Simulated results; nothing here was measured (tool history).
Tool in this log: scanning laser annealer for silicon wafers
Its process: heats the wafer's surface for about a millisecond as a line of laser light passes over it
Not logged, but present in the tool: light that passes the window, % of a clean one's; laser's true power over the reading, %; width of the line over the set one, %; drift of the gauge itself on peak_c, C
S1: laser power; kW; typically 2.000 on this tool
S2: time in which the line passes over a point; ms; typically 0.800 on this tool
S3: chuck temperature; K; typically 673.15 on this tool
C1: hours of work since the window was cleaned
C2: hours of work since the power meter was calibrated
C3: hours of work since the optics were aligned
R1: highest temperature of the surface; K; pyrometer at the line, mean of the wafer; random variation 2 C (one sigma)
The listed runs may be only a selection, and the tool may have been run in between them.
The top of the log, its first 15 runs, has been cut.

run	hour	S1	S2	S3	C1	C2	C3	R1
16	245.1	1.957	0.625	673.15	200	825	1045	1391.15
17	268.0	2.000	0.800	673.15	218	843	1063	1497.15
18	286.1	2.000	0.800	673.15	232	858	1078	1499.15
19	303.3	2.000	0.800	672.15	246	871	1092	1495.15
20	313.3	2.000	0.917	672.15	254	879	1099	1551.15
21	328.6	2.000	0.650	639.15	266	892	1112	1385.15
22	351.0	1.968	0.673	673.15	284	910	1130	1416.15
23	366.6	1.968	0.673	673.15	297	922	1142	1413.15
24	377.8	1.968	0.762	668.15	306	931	1151	1456.15
25	392.1	1.715	0.769	698.15	317	942	1162	1376.15
26	406.2	2.187	0.577	673.15	328	954	1174	1447.15
27	417.6	2.000	0.800	701.15	337	963	1183	1520.15
# hour 437.8: optics aligned, line set to its width
28	437.8	2.000	0.800	701.15	349	975	0	1530.15
29	458.2	2.000	0.800	655.15	366	991	16	1484.15
30	480.4	2.000	0.800	655.15	384	1009	34	1482.15
31	500.0	1.768	0.800	677.15	399	1024	50	1397.15
32	516.6	2.000	0.586	635.15	412	1038	63	1347.15
33	539.3	1.963	0.970	649.15	430	1056	81	1534.15
34	550.1	1.782	0.825	649.15	439	1064	90	1385.15
35	572.7	1.782	0.825	649.15	457	1082	108	1384.15
36	584.0	1.782	0.721	649.15	466	1091	117	1337.15
37	603.4	1.782	0.721	649.15	482	1107	132	1335.15
38	619.2	1.934	0.610	667.15	494	1120	145	1360.15
39	634.4	2.197	0.610	667.15	506	1132	157	1468.15
40	653.5	1.872	0.610	705.15	522	1147	172	1373.15

Consider 3 possible next runs. They are alternatives, not a sequence: every one starts from the tool as it was left by run 40. What does each give?
A	675.5	1.872	0.610	701.15	539	1164	190	?
B	675.5	1.872	0.610	655.15	539	1164	190	?
C	675.5	2.000	0.957	645.15	539	1164	190	?

run	R1
A	1367.15
B	1323.15
C	1532.15
Without the tool's unlogged condition, the same runs would have read:
run	R1
A	1394.15
B	1349.15
C	1568.15

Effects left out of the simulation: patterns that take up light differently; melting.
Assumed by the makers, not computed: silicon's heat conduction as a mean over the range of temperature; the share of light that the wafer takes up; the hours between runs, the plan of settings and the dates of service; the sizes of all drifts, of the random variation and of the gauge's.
